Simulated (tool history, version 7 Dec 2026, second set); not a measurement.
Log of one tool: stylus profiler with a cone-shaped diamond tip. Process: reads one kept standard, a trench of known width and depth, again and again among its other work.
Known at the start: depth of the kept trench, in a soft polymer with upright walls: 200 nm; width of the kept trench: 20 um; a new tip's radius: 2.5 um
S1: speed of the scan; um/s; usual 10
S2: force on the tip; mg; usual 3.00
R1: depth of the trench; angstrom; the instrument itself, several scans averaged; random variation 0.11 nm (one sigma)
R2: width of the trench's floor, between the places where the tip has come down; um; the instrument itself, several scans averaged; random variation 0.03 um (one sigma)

| run | hour | S1 | S2 | R1 | R2 |
|---|---|---|---|---|---|
| 1 | 0.0 | 10 | 3.00 | 2033.4 | 17.69 |
| 2 | 18.5 | 10 | 6.15 | 2051.5 | 17.66 |
| 3 | 39.8 | 17 | 3.00 | 2034.7 | 17.61 |
| 4 | 68.7 | 17 | 3.00 | 2033.9 | 17.64 |
| 5 | 87.6 | 17 | 3.00 | 2034.0 | 17.60 |
| 6 | 114.1 | 10 | 6.13 | 2048.6 | 17.65 |
| 7 | 144.6 | 10 | 6.13 | 2052.4 | 17.66 |
| 8 | 157.9 | 4 | 6.13 | 2051.3 | 17.70 |
| 9 | 176.1 | 4 | 2.14 | 2029.1 | 17.62 |
| 10 | 205.7 | 4 | 2.14 | 2031.2 | 17.66 |
| 11 | 237.5 | 4 | 2.14 | 2031.4 | 17.65 |
| 12 | 263.3 | 10 | 3.00 | 2036.6 | 17.61 |
| 13 | 294.2 | 17 | 3.00 | 2037.4 | 17.57 |
| 14 | 309.7 | 17 | 3.00 | 2035.4 | 17.53 |
| 15 | 330.0 | 17 | 3.00 | 2034.7 | 17.56 |
| 16 | 353.1 | 17 | 1.53 | 2026.7 | 17.50 |
| 17 | 378.2 | 17 | 1.53 | 2025.8 | 17.52 |
| 18 | 408.2 | 6 | 1.68 | 2029.2 | 17.59 |
| 19 | 437.4 | 3 | 1.40 | 2025.0 | 17.57 |
| 20 | 452.6 | 3 | 7.80 | 2060.2 | 17.56 |
| 21 | 466.8 | 3 | 7.80 | 2060.2 | 17.63 |
| 22 | 494.9 | 3 | 7.80 | 2060.1 | 17.64 |
| 23 | 513.5 | 11 | 1.41 | 2025.8 | 17.50 |
| 24 | 543.1 | 24 | 1.16 | 2024.9 | 17.39 |
| 25 | 567.0 | 24 | 4.22 | 2045.9 | 17.47 |
| 26 | 586.7 | 24 | 4.22 | 2043.2 | 17.49 |
| 27 | 606.0 | 6 | 1.42 | 2027.2 | 17.60 |
| 28 | 624.9 | 26 | 3.00 | 2038.1 | 17.45 |
| 29 | 653.8 | 26 | 3.00 | 2037.4 | 17.44 |
| 30 | 669.2 | 15 | 4.99 | 2051.1 | 17.46 |
| 31 | 685.2 | 9 | 3.00 | 2039.0 | 17.50 |
| 32 | 708.4 | 4 | 3.25 | 2038.2 | 17.53 |
| 33 | 733.9 | 37 | 3.00 | 2040.6 | 17.35 |
| 34 | 762.7 | 37 | 3.00 | 2037.4 | 17.32 |

3 ways to go on from here, each from the tool as it stands after run 34. What would each give?
| A | 781.3 | 14 | 1.60 | ? | ? |
| B | 781.3 | 10 | 5.23 | ? | ? |
| C | 781.3 | 12 | 2.46 | ? | ? |

| run | R1 | R2 |
|---|---|---|
| A | 2028.8 | 17.41 |
| B | 2050.6 | 17.50 |
| C | 2035.5 | 17.40 |
Without the tool's hidden state the same runs would have given:
| run | R1 | R2 |
|---|---|---|
| A | 2016.5 | 17.92 |
| B | 2038.2 | 18.00 |
| C | 2023.2 | 17.91 |
